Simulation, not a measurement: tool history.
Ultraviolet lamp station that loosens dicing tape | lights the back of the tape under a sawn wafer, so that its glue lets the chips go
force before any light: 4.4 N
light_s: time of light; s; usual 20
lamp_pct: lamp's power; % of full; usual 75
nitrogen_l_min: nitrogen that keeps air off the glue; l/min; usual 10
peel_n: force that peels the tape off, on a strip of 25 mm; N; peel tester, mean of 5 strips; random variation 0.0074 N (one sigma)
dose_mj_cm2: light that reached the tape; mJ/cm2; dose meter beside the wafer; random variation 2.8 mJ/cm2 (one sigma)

{"run": 1, "hour": 0.0, "light_s": 20, "lamp_pct": 75, "nitrogen_l_min": 10, "peel_n": 0.259, "dose_mj_cm2": 406}
{"run": 2, "hour": 6.4, "light_s": 20, "lamp_pct": 75, "nitrogen_l_min": 10, "peel_n": 0.27, "dose_mj_cm2": 403}
{"run": 3, "hour": 14.9, "light_s": 20, "lamp_pct": 75, "nitrogen_l_min": 5, "peel_n": 0.421, "dose_mj_cm2": 406}
{"run": 4, "hour": 21.7, "light_s": 20, "lamp_pct": 75, "nitrogen_l_min": 5, "peel_n": 0.413, "dose_mj_cm2": 406}
{"run": 5, "hour": 30.0, "light_s": 20, "lamp_pct": 75, "nitrogen_l_min": 10, "peel_n": 0.268, "dose_mj_cm2": 409}
{"run": 6, "hour": 37.1, "light_s": 20, "lamp_pct": 91, "nitrogen_l_min": 10, "peel_n": 0.201, "dose_mj_cm2": 490}
{"run": 7, "hour": 42.2, "light_s": 20, "lamp_pct": 91, "nitrogen_l_min": 10, "peel_n": 0.194, "dose_mj_cm2": 495}
{"run": 8, "hour": 47.9, "light_s": 20, "lamp_pct": 91, "nitrogen_l_min": 10, "peel_n": 0.194, "dose_mj_cm2": 491}
{"run": 9, "hour": 53.3, "light_s": 20, "lamp_pct": 91, "nitrogen_l_min": 10, "peel_n": 0.19, "dose_mj_cm2": 489}
{"run": 10, "hour": 61.5, "light_s": 20, "lamp_pct": 91, "nitrogen_l_min": 4, "peel_n": 0.346, "dose_mj_cm2": 492}
{"run": 11, "hour": 69.7, "light_s": 20, "lamp_pct": 87, "nitrogen_l_min": 9, "peel_n": 0.226, "dose_mj_cm2": 468}
{"run": 12, "hour": 79.4, "light_s": 20, "lamp_pct": 78, "nitrogen_l_min": 13, "peel_n": 0.22, "dose_mj_cm2": 424}
{"run": 13, "hour": 84.5, "light_s": 37, "lamp_pct": 75, "nitrogen_l_min": 18, "peel_n": 0.141, "dose_mj_cm2": 752}

4 ways to go on from here, each from the tool as it stands after run 13. What would each give?
{"hour": 92.6, "done": "window cleaned of glue's vapour"}
{"run": "A", "hour": 94.7, "light_s": 18, "lamp_pct": 80, "nitrogen_l_min": 13, "peel_n": "?", "dose_mj_cm2": "?"}
{"hour": 92.6, "done": "window cleaned of glue's vapour"}
{"run": "B", "hour": 94.7, "light_s": 11, "lamp_pct": 64, "nitrogen_l_min": 6, "peel_n": "?", "dose_mj_cm2": "?"}
{"hour": 92.6, "done": "window cleaned of glue's vapour"}
{"run": "C", "hour": 94.7, "light_s": 37, "lamp_pct": 80, "nitrogen_l_min": 6, "peel_n": "?", "dose_mj_cm2": "?"}
{"hour": 92.6, "done": "window cleaned of glue's vapour"}
{"run": "D", "hour": 94.7, "light_s": 26, "lamp_pct": 75, "nitrogen_l_min": 4, "peel_n": "?", "dose_mj_cm2": "?"}

run=A peel_n=0.251 dose_mj_cm2=390
run=B peel_n=1.304 dose_mj_cm2=189
run=C peel_n=0.145 dose_mj_cm2=798
run=D peel_n=0.308 dose_mj_cm2=525
Without the tool's hidden state the same runs would have given:
run=A peel_n=0.251 dose_mj_cm2=390
run=B peel_n=1.304 dose_mj_cm2=189
run=C peel_n=0.145 dose_mj_cm2=798
run=D peel_n=0.308 dose_mj_cm2=525
